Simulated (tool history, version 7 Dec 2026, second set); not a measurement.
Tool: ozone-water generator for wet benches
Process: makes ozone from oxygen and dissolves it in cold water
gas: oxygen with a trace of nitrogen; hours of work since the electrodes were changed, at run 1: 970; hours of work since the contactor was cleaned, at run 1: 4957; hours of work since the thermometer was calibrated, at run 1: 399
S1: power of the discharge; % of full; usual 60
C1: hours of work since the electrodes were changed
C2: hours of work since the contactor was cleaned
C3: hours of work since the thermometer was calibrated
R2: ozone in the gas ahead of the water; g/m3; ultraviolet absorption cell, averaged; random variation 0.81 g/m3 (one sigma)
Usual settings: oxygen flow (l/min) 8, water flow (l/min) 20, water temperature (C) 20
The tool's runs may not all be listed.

{"run": 1, "day": 0.0, "S1": 60, "oxygen flow (l/min)": 8, "water flow (l/min)": 20, "water temperature (C)": 20, "C1": 970, "C2": 4957, "C3": 399, "dissolved ozone (ppm)": 15, "R2": 124.9}
{"run": 2, "day": 1.725, "S1": 60, "oxygen flow (l/min)": 8, "water flow (l/min)": 20, "water temperature (C)": 20, "C1": 1010, "C2": 4996, "C3": 439, "dissolved ozone (ppm)": 15, "R2": 126.4}
{"run": 3, "day": 2.696, "S1": 86, "oxygen flow (l/min)": 8, "water flow (l/min)": 20, "water temperature (C)": 20, "C1": 1032, "C2": 5018, "C3": 461, "dissolved ozone (ppm)": 19.2, "R2": 162.5}
{"run": 4, "day": 4.629, "S1": 86, "oxygen flow (l/min)": 8, "water flow (l/min)": 20, "water temperature (C)": 20, "C1": 1076, "C2": 5063, "C3": 505, "dissolved ozone (ppm)": 19, "R2": 158}
{"run": 5, "day": 5.621, "S1": 86, "oxygen flow (l/min)": 8, "water flow (l/min)": 20, "water temperature (C)": 20, "C1": 1099, "C2": 5085, "C3": 528, "dissolved ozone (ppm)": 19, "R2": 160.7}
{"run": 6, "day": 6.675, "S1": 86, "oxygen flow (l/min)": 8, "water flow (l/min)": 20, "water temperature (C)": 20, "C1": 1123, "C2": 5110, "C3": 552, "dissolved ozone (ppm)": 18.8, "R2": 159.4}
{"run": 7, "day": 7.95, "S1": 60, "oxygen flow (l/min)": 8, "water flow (l/min)": 20, "water temperature (C)": 20, "C1": 1152, "C2": 5139, "C3": 582, "dissolved ozone (ppm)": 14.9, "R2": 124.6}
{"run": 8, "day": 9.792, "S1": 60, "oxygen flow (l/min)": 8, "water flow (l/min)": 20, "water temperature (C)": 20, "C1": 1194, "C2": 5181, "C3": 624, "dissolved ozone (ppm)": 15, "R2": 125.7}
{"run": 9, "day": 10.667, "S1": 49, "oxygen flow (l/min)": 13.44, "water flow (l/min)": 30, "water temperature (C)": 14, "C1": 1215, "C2": 5201, "C3": 644, "dissolved ozone (ppm)": 11.3, "R2": 91}
{"run": 10, "day": 12.171, "S1": 42, "oxygen flow (l/min)": 13.44, "water flow (l/min)": 30, "water temperature (C)": 13, "C1": 1249, "C2": 5236, "C3": 678, "dissolved ozone (ppm)": 10.4, "R2": 82.2}
{"day": 12.512, "done": "contactor cleaned"}
{"run": 11, "day": 13.512, "S1": 66, "oxygen flow (l/min)": 6.54, "water flow (l/min)": 30, "water temperature (C)": 20, "C1": 1276, "C2": 23, "C3": 705, "dissolved ozone (ppm)": 10.8, "R2": 142.8}
{"run": 12, "day": 14.546, "S1": 66, "oxygen flow (l/min)": 6.54, "water flow (l/min)": 30, "water temperature (C)": 20, "C1": 1300, "C2": 47, "C3": 729, "dissolved ozone (ppm)": 10.7, "R2": 142}
{"run": 13, "day": 15.575, "S1": 60, "oxygen flow (l/min)": 8, "water flow (l/min)": 20, "water temperature (C)": 15, "C1": 1323, "C2": 70, "C3": 753, "dissolved ozone (ppm)": 15.6, "R2": 124.5}
{"run": 14, "day": 17.079, "S1": 60, "oxygen flow (l/min)": 8, "water flow (l/min)": 20, "water temperature (C)": 15, "C1": 1358, "C2": 105, "C3": 787, "dissolved ozone (ppm)": 15.8, "R2": 125.6}
{"run": 15, "day": 18.633, "S1": 60, "oxygen flow (l/min)": 8, "water flow (l/min)": 20, "water temperature (C)": 15, "C1": 1393, "C2": 140, "C3": 823, "dissolved ozone (ppm)": 15.8, "R2": 124}

Forecast each of these 3 alternatives for the next run:
{"run": "A", "day": 19.583, "S1": 51, "oxygen flow (l/min)": 8, "water flow (l/min)": 20, "water temperature (C)": 16, "C1": 1415, "C2": 162, "C3": 844, "dissolved ozone (ppm)": "?", "R2": "?"}
{"run": "B", "day": 19.583, "S1": 56, "oxygen flow (l/min)": 10.6, "water flow (l/min)": 23, "water temperature (C)": 15, "C1": 1415, "C2": 162, "C3": 844, "dissolved ozone (ppm)": "?", "R2": "?"}
{"run": "C", "day": 19.583, "S1": 60, "oxygen flow (l/min)": 8, "water flow (l/min)": 20, "water temperature (C)": 26, "C1": 1415, "C2": 162, "C3": 844, "dissolved ozone (ppm)": "?", "R2": "?"}

run=A dissolved_ozone_(ppm)=14 R2=111.1
run=B dissolved_ozone_(ppm)=14.1 R2=107.6
run=C dissolved_ozone_(ppm)=13.1 R2=125.3
Without the tool's hidden state the same runs would have given:
run=A dissolved_ozone_(ppm)=15.4 R2=113.8
run=B dissolved_ozone_(ppm)=15.6 R2=110.4
run=C dissolved_ozone_(ppm)=14.6 R2=128.8

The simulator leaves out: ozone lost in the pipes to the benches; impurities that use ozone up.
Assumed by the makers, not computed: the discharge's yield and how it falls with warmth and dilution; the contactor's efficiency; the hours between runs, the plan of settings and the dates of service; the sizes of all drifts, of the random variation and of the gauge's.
